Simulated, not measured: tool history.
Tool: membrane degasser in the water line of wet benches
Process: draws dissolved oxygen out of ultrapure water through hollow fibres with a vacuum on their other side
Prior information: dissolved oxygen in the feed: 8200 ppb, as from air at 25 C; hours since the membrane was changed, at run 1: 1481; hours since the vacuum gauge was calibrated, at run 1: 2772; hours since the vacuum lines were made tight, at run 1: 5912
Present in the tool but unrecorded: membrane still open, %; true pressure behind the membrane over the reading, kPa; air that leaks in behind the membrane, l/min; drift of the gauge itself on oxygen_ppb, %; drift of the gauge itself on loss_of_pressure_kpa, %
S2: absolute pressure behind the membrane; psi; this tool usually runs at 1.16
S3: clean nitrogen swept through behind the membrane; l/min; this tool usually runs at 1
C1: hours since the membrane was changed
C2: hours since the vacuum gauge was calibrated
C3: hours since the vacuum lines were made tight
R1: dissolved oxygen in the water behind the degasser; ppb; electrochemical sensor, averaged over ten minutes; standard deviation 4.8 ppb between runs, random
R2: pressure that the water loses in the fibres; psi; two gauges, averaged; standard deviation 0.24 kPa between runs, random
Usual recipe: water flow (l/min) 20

Run 1, hour 0: usual settings; C1 1481; C2 2772; C3 5912. Result: R1 502.7 ppb, R2 9.024 psi.
Run 2, hour 142.1: usual settings; C1 1624; C2 2914; C3 6054. Result: R1 501.5 ppb, R2 9.04 psi.
Run 3, hour 253: usual settings but water flow (l/min) 19; C1 1734; C2 3025; C3 6165. Result: R1 467.3 ppb, R2 8.611 psi.
Run 4, hour 470.8: usual settings but water flow (l/min) 19; C1 1952; C2 3243; C3 6383. Result: R1 466.3 ppb, R2 8.654 psi.
At hour 624.3: vacuum gauge calibrated.
Run 5, hour 635.3: usual settings but water flow (l/min) 19; C1 2116; C2 11; C3 6547. Result: R1 464.9 ppb, R2 8.643 psi.
Run 6, hour 859: usual settings; C1 2340; C2 235; C3 6771. Result: R1 503.2 ppb, R2 9.108 psi.
Run 7, hour 1045.9: usual settings; C1 2527; C2 422; C3 6958. Result: R1 513.2 ppb, R2 9.156 psi.
Run 8, hour 1272.4: usual settings; C1 2753; C2 648; C3 7184. Result: R1 513.3 ppb, R2 9.245 psi.
At hour 1517.2: seals of the vacuum lines changed.
Run 9, hour 1517.2: usual settings; C1 2996; C2 891; C3 0. Result: R1 516.8 ppb, R2 9.235 psi.
Run 10, hour 1730.3: usual settings but water flow (l/min) 27; C1 3209; C2 1104; C3 213. Result: R1 822 ppb, R2 12.475 psi.
Run 11, hour 1846.7: usual settings but water flow (l/min) 27; C1 3326; C2 1220; C3 330. Result: R1 854.7 ppb, R2 12.427 psi.
Run 12, hour 2028.2: usual settings; C1 3507; C2 1402; C3 511. Result: R1 519.3 ppb, R2 9.261 psi.
Run 13, hour 2136.6: usual settings; C1 3616; C2 1510; C3 619. Result: R1 524.9 ppb, R2 9.29 psi.
Run 14, hour 2255.3: usual settings; C1 3734; C2 1629; C3 738. Result: R1 517.6 ppb, R2 9.297 psi.
Run 15, hour 2402.3: usual settings but S3 0.71 l/min; C1 3881; C2 1776; C3 885. Result: R1 594.2 ppb, R2 9.361 psi.
Run 16, hour 2566: usual settings but S3 0.71 l/min; C1 4045; C2 1940; C3 1049. Result: R1 595.2 ppb, R2 9.338 psi.
Run 17, hour 2791.3: usual settings but water flow (l/min) 16, S2 0.769 psi, S3 0.61 l/min; C1 4270; C2 2165; C3 1274. Result: R1 315.3 ppb, R2 7.394 psi.
Run 18, hour 2996.2: usual settings but water flow (l/min) 22, S2 0.773 psi, S3 0.68 l/min; C1 4475; C2 2370; C3 1479. Result: R1 552.4 ppb, R2 10.314 psi.
Run 19, hour 3143.6: usual settings but water flow (l/min) 23, S2 1.959 psi; C1 4623; C2 2517; C3 1626. Result: R1 910.8 ppb, R2 10.744 psi.
Run 20, hour 3373.8: usual settings but water flow (l/min) 23, S2 1.959 psi; C1 4853; C2 2748; C3 1857. Result: R1 912.6 ppb, R2 10.749 psi.
Run 21, hour 3553.2: usual settings but water flow (l/min) 23, S2 1.959 psi; C1 5032; C2 2927; C3 2036. Result: R1 908.3 ppb, R2 10.881 psi.
Run 22, hour 3681.7: usual settings but water flow (l/min) 23, S2 1.959 psi; C1 5161; C2 3055; C3 2164. Result: R1 906 ppb, R2 10.842 psi.
Run 23, hour 3855.6: usual settings but S2 2.522 psi, S3 2.37 l/min; C1 5335; C2 3229; C3 2338. Result: R1 599.4 ppb, R2 9.487 psi.
At hour 4026.9: vacuum gauge calibrated.
Run 24, hour 4036.9: usual settings but water flow (l/min) 13; C1 5515; C2 10; C3 2519. Result: R1 247 ppb, R2 6.174 psi.
Run 25, hour 4166.2: usual settings but water flow (l/min) 23, S2 0.763 psi, S3 1.46 l/min; C1 5645; C2 139; C3 2649. Result: R1 535.2 ppb, R2 10.855 psi.
Run 26, hour 4302.3: usual settings but water flow (l/min) 32, S2 0.763 psi, S3 1.37 l/min; C1 5781; C2 275; C3 2785. Result: R1 943.1 ppb, R2 15.261 psi.
Run 27, hour 4530.7: usual settings but water flow (l/min) 31, S3 1.46 l/min; C1 6009; C2 504; C3 3013. Result: R1 976 ppb, R2 14.724 psi.
Run 28, hour 4768.6: usual settings but water flow (l/min) 24, S2 1.12 psi, S3 1.46 l/min; C1 6247; C2 742; C3 3251. Result: R1 672 ppb, R2 11.435 psi.
Run 29, hour 4939.8: usual settings but water flow (l/min) 14, S3 0.87 l/min; C1 6418; C2 913; C3 3422. Result: R1 315.4 ppb, R2 6.669 psi.
Run 30, hour 5186.5: usual settings but water flow (l/min) 14, S3 0.87 l/min; C1 6665; C2 1160; C3 3669. Result: R1 321.9 ppb, R2 6.67 psi.

For some of the steps in R1 from one run to the next: how much would appear even if the tool had no hidden state, given the settings, what came in and random variation, and how much remains for the hidden state plus any gauge scatter that the measured result and the result without hidden state don't share?
Run 18 -> 19: water flow (l/min) 22 -> 23, S2 0.773 -> 1.959, S3 0.68 -> 1. R1 +358.4 ppb: hidden state -0.9, all else +359.3.
Run 24 -> 25: water flow (l/min) 13 -> 23, S2 1.16 -> 0.763, S3 1 -> 1.46. R1 +288.2 ppb: hidden state +54.2, all else +234.
Run 25 -> 26: water flow (l/min) 23 -> 32, S3 1.46 -> 1.37. R1 +407.9 ppb: hidden state +41, all else +366.9.
Run 28 -> 29: water flow (l/min) 24 -> 14, S2 1.12 -> 1.16, S3 1.46 -> 0.87. R1 -356.6 ppb: hidden state -55.9, all else -300.7.

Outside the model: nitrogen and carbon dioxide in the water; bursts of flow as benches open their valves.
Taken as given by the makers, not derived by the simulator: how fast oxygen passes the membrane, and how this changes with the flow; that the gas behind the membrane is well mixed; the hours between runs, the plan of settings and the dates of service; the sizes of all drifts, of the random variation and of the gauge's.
